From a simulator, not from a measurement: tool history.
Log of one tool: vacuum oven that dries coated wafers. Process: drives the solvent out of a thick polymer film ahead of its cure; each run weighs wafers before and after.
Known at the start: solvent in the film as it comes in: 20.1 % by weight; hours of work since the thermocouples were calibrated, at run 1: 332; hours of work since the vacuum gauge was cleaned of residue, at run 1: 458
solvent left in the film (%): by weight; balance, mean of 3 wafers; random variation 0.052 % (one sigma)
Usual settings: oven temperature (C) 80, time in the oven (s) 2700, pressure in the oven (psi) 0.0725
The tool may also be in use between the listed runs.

run	day	oven temperature (C)	time in the oven (s)	pressure in the oven (psi)	hours of work since the thermocouples were calibrated	hours of work since the vacuum gauge was cleaned of residue	solvent left in the film (%)
1	0.000	80	2700	0.0725	332	458	1.48
2	0.821	80	2700	0.0725	342	469	1.45
3	1.308	80	2700	0.0725	349	475	1.55
4	2.117	80	3300	0.0725	359	486	0.92
5	2.612	80	2700	0.0725	365	492	1.57
6	3.388	80	2700	0.0725	376	502	1.62
7	3.879	80	2700	0.1977	382	508	1.97
8	4.304	80	3000	0.0725	387	514	1.24
9	5.275	91	3000	0.0725	400	527	0.26
10	5.879	91	3000	0.0725	408	534	0.25
11	6.650	80	2820	0.0725	418	544	1.47
12	7.604	80	2820	0.0725	430	557	1.41
13	8.346	80	2700	0.0725	440	566	1.57
14	8.983	80	2700	0.0725	448	575	1.58
15	9.396	80	2700	0.0725	454	580	1.59
16	9.958	80	2700	0.1524	461	587	1.98
17	10.375	80	2700	0.1524	466	593	1.84
18	11.125	80	2700	0.0725	476	603	1.60
19	11.562	80	2700	0.0725	482	608	1.53
20	11.988	80	2700	0.0725	487	614	1.64
21	12.962	80	2700	0.0725	500	626	1.60
22	13.892	80	1800	0.0725	512	638	3.27
23	14.808	80	2700	0.0725	524	650	1.64
24	15.683	80	2700	0.0725	535	662	1.62
25	16.583	80	2700	0.0725	547	673	1.66
26	17.021	80	4800	0.0595	553	679	0.58
27	17.738	80	4800	0.1640	562	688	0.87
28	18.625	80	4800	0.2223	573	700	1.13
29	19.508	84	1620	0.0458	585	711	2.44
30	20.404	84	1920	0.0963	597	723	1.99
31	21.221	84	1920	0.0963	607	734	1.91
32	21.938	79	4440	0.1891	617	743	1.23
33	22.733	89	1980	0.0545	627	753	0.78
# day 22.867: oven's thermocouples calibrated
34	23.642	89	1980	0.0545	10	764	0.84
35	24.500	89	1980	0.0545	21	775	0.72
36	25.375	89	1980	0.0545	33	787	0.80
37	25.850	94	1740	0.2630	39	793	0.92
38	26.650	84	2040	0.0725	49	803	1.76
39	27.304	84	2040	0.0725	58	812	1.65
# day 27.508: oven's thermocouples calibrated, once more
40	27.796	77	1440	0.1819	4	817	5.91
41	28.212	77	1440	0.1819	9	822	5.70
42	28.883	94	3240	0.1819	18	831	0.43
43	29.717	88	2700	0.1527	29	842	0.67
44	30.642	88	4680	0.1695	41	854	0.60
45	31.200	81	2700	0.2139	48	861	1.80
46	31.767	93	3060	0.0702	55	869	0.22
47	32.683	88	3600	0.0429	67	880	0.24

Measured less the same run without the tool's hidden state. The same run-to-run variation is in both; the gauge's scatter may not be:
The hidden state here: true wafer temperature over the reading, C; true pressure over the reading, kPa; drift of the gauge itself on solvent_pct, %.
run	solvent left in the film (%)
1	+0.16
2	+0.16
3	+0.16
4	+0.16
5	+0.17
6	+0.18
7	+0.19
8	+0.17
9	+0.08
10	+0.08
11	+0.20
12	+0.20
13	+0.22
14	+0.22
15	+0.22
16	+0.24
17	+0.23
18	+0.24
19	+0.23
20	+0.24
21	+0.25
22	+0.32
23	+0.26
24	+0.26
25	+0.28
26	+0.18
27	+0.18
28	+0.20
29	+0.33
30	+0.30
31	+0.31
32	+0.24
33	+0.20
34	+0.22
35	+0.22
36	+0.23
37	+0.17
38	+0.36
39	+0.36
40	+0.17
41	+0.16
42	+0.10
43	+0.13
44	+0.12
45	+0.19
46	+0.10
47	+0.13

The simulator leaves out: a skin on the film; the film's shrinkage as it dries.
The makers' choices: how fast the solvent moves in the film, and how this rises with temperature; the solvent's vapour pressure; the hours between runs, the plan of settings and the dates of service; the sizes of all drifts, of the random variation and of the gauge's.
